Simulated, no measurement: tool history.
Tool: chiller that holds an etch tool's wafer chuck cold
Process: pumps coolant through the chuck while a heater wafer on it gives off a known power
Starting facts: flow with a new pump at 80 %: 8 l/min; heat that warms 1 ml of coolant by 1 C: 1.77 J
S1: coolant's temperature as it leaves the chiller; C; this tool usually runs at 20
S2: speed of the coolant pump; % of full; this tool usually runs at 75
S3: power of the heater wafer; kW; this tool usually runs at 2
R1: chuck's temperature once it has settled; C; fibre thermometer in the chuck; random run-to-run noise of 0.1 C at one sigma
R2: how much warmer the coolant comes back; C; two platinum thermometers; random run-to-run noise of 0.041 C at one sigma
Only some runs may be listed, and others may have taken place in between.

run,hour,S1,S2,S3,R1,R2
1,0,20,75,2,36.6,9.13
2,79.9,20,75,2,36.5,9.17
# hour 105.2: chiller's thermometer calibrated
3,149.8,20,75,2,36.5,9.17
4,214.9,20,75,2,36.4,9.11
5,262.9,20,87,2,34.2,7.7
6,326.1,20,93,2,33.1,7.1
7,437.6,20,100,2,32.3,6.59
8,494.1,20,100,2,32.4,6.59
9,586.8,20,100,2,32.3,6.59
10,681.6,20,75,2,36.3,9.09
11,759.4,20,75,2,36.5,9.13
12,821.4,10,75,1.072,18.8,4.84
13,866.8,24,62,1.46,38.6,8.23
14,954.4,18,92,1.039,25.1,3.81
15,1011.4,18,92,1.039,24.9,3.75
16,1066.4,16,67,2.029,34.9,10.6
17,1148.2,20,96,1.013,26.3,3.54
18,1261.1,20,96,2.068,33.4,7.18
19,1323.5,20,86,2.068,34.8,8.15
20,1398.4,21,68,1.448,34.2,7.4

Run 21, settings as shown, results not yet in. Your forecast:
21,1485.9,21,68,1.448,?,?

Run 21 produced R1 34.1 C, R2 7.32 C.
Without the tool's hidden state the same run would have given R1 34.1 C, R2 7.32 C.
